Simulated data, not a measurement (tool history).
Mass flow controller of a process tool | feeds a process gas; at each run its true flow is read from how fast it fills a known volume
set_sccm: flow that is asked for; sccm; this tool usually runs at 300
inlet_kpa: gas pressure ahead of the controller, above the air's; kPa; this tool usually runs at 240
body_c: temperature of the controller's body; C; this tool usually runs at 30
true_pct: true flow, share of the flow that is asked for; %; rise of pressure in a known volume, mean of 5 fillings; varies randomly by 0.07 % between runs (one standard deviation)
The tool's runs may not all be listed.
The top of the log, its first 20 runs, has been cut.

run	hour	set_sccm	inlet_kpa	body_c	hours of work since the controller was set to zero	hours of work since the controller was changed	true_pct
21	4211.9	300	240	40	2541	2541	98.29
22	4386.9	300	240	40	2639	2639	98.44
23	4608.6	354	240	30	2764	2764	99.10
24	4765.8	354	240	30	2852	2852	99.10
25	4991.9	354	240	30	2979	2979	99.14
26	5122.6	172	173	36	3053	3053	97.41
27	5349.9	172	173	36	3180	3180	97.33
28	5491.4	163	200	25	3260	3260	97.33
29	5668.4	66	240	30	3359	3359	93.76
30	5910.6	300	240	40	3495	3495	98.47
31	6118.8	300	240	40	3612	3612	98.47
32	6244.4	158	273	25	3683	3683	96.82

Expected results for the next run?
33	6362.1	300	148	30	3749	3749	?

For run 33 the tool returned true_pct 99.24 %.
With the hidden condition absent and the run-to-run variation left alone, this run would have shown true_pct 98.97 %.
